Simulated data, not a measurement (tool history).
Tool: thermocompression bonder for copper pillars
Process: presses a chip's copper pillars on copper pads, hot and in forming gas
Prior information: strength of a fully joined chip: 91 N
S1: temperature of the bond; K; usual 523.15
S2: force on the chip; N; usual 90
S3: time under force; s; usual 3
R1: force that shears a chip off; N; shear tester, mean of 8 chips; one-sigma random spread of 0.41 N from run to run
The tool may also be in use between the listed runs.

| run | hour | S1 | S2 | S3 | R1 |
|---|---|---|---|---|---|
| 1 | 0 | 523.15 | 90 | 3 | 44.1 |
| 2 | 6.7 | 523.15 | 90 | 3 | 43.6 |
| 3 | 15.8 | 542.15 | 90 | 3 | 54.5 |
| 4 | 22.3 | 523.15 | 90 | 3 | 43 |
| 5 | 33.7 | 523.15 | 90 | 3 | 43.7 |
| 6 | 47.1 | 523.15 | 90 | 3 | 43.2 |
| 7 | 60.1 | 523.15 | 69 | 3 | 38.1 |
|  | 66.3 | heater calibrated with a thermocouple chip |
| 8 | 72.8 | 498.15 | 69 | 3 | 25.8 |
| 9 | 81 | 509.15 | 90 | 3 | 35.2 |
| 10 | 94 | 523.15 | 90 | 3 | 42.9 |
| 11 | 106.2 | 523.15 | 80 | 3 | 40.7 |
| 12 | 114.1 | 523.15 | 90 | 3 | 43.7 |
| 13 | 123.9 | 523.15 | 56 | 3 | 33.9 |
| 14 | 137.3 | 523.15 | 56 | 3 | 34.5 |
| 15 | 148.8 | 523.15 | 56 | 3 | 33.9 |
| 16 | 158.4 | 523.15 | 90 | 3 | 43.5 |
| 17 | 165.2 | 523.15 | 90 | 3 | 44.1 |
| 18 | 176.2 | 523.15 | 90 | 3 | 43.3 |
| 19 | 187.5 | 523.15 | 90 | 3 | 43.3 |
| 20 | 194.5 | 523.15 | 90 | 3 | 44 |
| 21 | 206.6 | 523.15 | 90 | 3 | 43.4 |
| 22 | 216.5 | 553.15 | 92 | 3 | 62.5 |
| 23 | 224.5 | 553.15 | 92 | 3 | 62.1 |
| 24 | 236.3 | 553.15 | 92 | 3 | 62.4 |
| 25 | 248.5 | 553.15 | 92 | 3 | 62.3 |
| 26 | 255.3 | 553.15 | 92 | 3 | 62.5 |
|  | 261.8 | forming gas filter changed |
| 27 | 262.8 | 553.15 | 92 | 3 | 61.4 |
| 28 | 271.7 | 501.15 | 80 | 2 | 24.4 |
| 29 | 284.1 | 501.15 | 80 | 2 | 24.7 |
| 30 | 290.3 | 501.15 | 80 | 3 | 29.2 |
| 31 | 297 | 506.15 | 90 | 3 | 34.4 |
| 32 | 307.3 | 494.15 | 61 | 6 | 29.7 |
| 33 | 320.9 | 496.15 | 90 | 8 | 41.7 |
| 34 | 331.7 | 549.15 | 90 | 2 | 52.2 |
| 35 | 343.4 | 543.15 | 80 | 3 | 52 |
| 36 | 350.7 | 514.15 | 90 | 2 | 32.8 |
| 37 | 360.8 | 500.15 | 124 | 4 | 40.1 |
| 38 | 373.5 | 530.15 | 131 | 3 | 55.8 |
| 39 | 387 | 497.15 | 131 | 8 | 49.9 |

Branching from run 39: 4 alternative next runs. What would each branch give?
| A | 395.5 | 539.15 | 82 | 3 | ? |
| B | 395.5 | 532.15 | 57 | 2 | ? |
| C | 395.5 | 523.15 | 90 | 6 | ? |
| D | 395.5 | 503.15 | 98 | 7 | ? |

| run | R1 |
|---|---|
| A | 50.9 |
| B | 33.5 |
| C | 54.6 |
| D | 46.7 |
With no hidden state in the tool, these same runs would have given:
| run | R1 |
|---|---|
| A | 50.9 |
| B | 33.5 |
| C | 54.7 |
| D | 46.8 |
